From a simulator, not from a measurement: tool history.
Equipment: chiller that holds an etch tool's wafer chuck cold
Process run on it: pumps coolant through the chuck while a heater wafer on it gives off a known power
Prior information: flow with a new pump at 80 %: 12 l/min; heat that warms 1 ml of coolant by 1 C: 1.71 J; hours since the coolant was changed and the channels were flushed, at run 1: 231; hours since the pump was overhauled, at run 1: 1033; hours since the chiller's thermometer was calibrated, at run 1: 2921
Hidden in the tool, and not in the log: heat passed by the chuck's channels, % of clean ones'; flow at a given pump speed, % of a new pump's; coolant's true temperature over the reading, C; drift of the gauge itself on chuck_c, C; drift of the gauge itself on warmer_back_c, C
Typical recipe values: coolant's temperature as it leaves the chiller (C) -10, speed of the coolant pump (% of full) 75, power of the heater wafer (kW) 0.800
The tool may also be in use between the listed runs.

run	hour	coolant's temperature as it leaves the chiller (C)	speed of the coolant pump (% of full)	power of the heater wafer (kW)	hours since the coolant was changed and the channels were flushed	hours since the pump was overhauled	hours since the chiller's thermometer was calibrated	chuck's temperature once it has settled (C)	how much warmer the coolant comes back (C)
1	0.0	-10	75	0.800	231	1033	2921	-2.3	2.49
2	21.4	-10	75	0.800	252	1055	2942	-2.4	2.51
3	45.3	-10	75	0.800	276	1078	2966	-2.2	2.52
4	67.5	-10	75	0.800	298	1101	2989	-2.2	2.51
5	80.6	-10	67	0.800	312	1114	3002	-1.2	2.84
6	106.0	-10	67	0.800	337	1139	3027	-1.2	2.85
7	133.1	-10	67	0.800	364	1166	3054	-1.0	2.89
8	161.1	-10	67	0.526	392	1194	3082	-4.1	1.90
9	183.6	-10	80	0.526	415	1217	3105	-5.1	1.60
10	196.7	-18	80	0.526	428	1230	3118	-13.2	1.51
11	222.8	-7	75	0.800	454	1256	3144	0.7	2.49
12	242.2	-10	61	0.800	473	1275	3163	-0.3	3.13
13	261.3	-10	61	0.800	492	1294	3182	-0.4	3.16
14	285.3	-10	61	0.800	516	1318	3206	-0.2	3.17
15	309.9	-10	61	0.800	541	1343	3231	-0.3	3.21
16	341.6	-10	84	0.800	573	1375	3263	-2.9	2.19
17	364.7	-10	84	0.800	596	1398	3286	-3.2	2.21
18	394.1	-10	84	0.800	625	1427	3315	-3.1	2.22
19	411.6	-10	62	0.800	643	1445	3333	-0.5	3.10
20	435.2	-15	95	0.543	666	1468	3356	-10.9	1.31
21	460.0	-4	75	0.800	691	1493	3381	3.6	2.50
22	483.7	-19	75	0.430	715	1517	3405	-14.8	1.36
23	497.2	-19	75	0.430	728	1530	3418	-14.8	1.33
24	520.3	-19	75	0.760	751	1554	3441	-11.6	2.38
25	545.8	-17	73	0.803	777	1579	3467	-8.8	2.61
26	565.1	-4	90	0.700	796	1598	3486	1.5	1.77
27	588.9	-11	100	1.171	820	1622	3510	-2.6	2.68
28	603.1	-4	75	0.589	834	1636	3524	1.8	1.81
29	616.2	-4	75	0.589	847	1649	3537	1.7	1.84
30	643.9	-17	63	0.406	875	1677	3565	-12.4	1.53
31	658.3	-17	63	0.406	889	1691	3579	-12.3	1.59
32	686.4	-10	71	0.706	917	1720	3608	-2.6	2.35

Each row is a separate what-if for the run after 32, all from the same tool condition, not one after another. Results?
A	701.4	-16	82	0.694	932	1735	3623	?	?
B	701.4	-7	87	0.481	932	1735	3623	?	?
C	701.4	-5	84	0.706	932	1735	3623	?	?

run	chuck's temperature once it has settled (C)	how much warmer the coolant comes back (C)
A	-9.9	1.97
B	-2.8	1.31
C	1.2	1.92
Without the tool's unlogged condition, the same runs would have read:
run	chuck's temperature once it has settled (C)	how much warmer the coolant comes back (C)
A	-9.9	1.97
B	-2.8	1.31
C	1.2	1.92
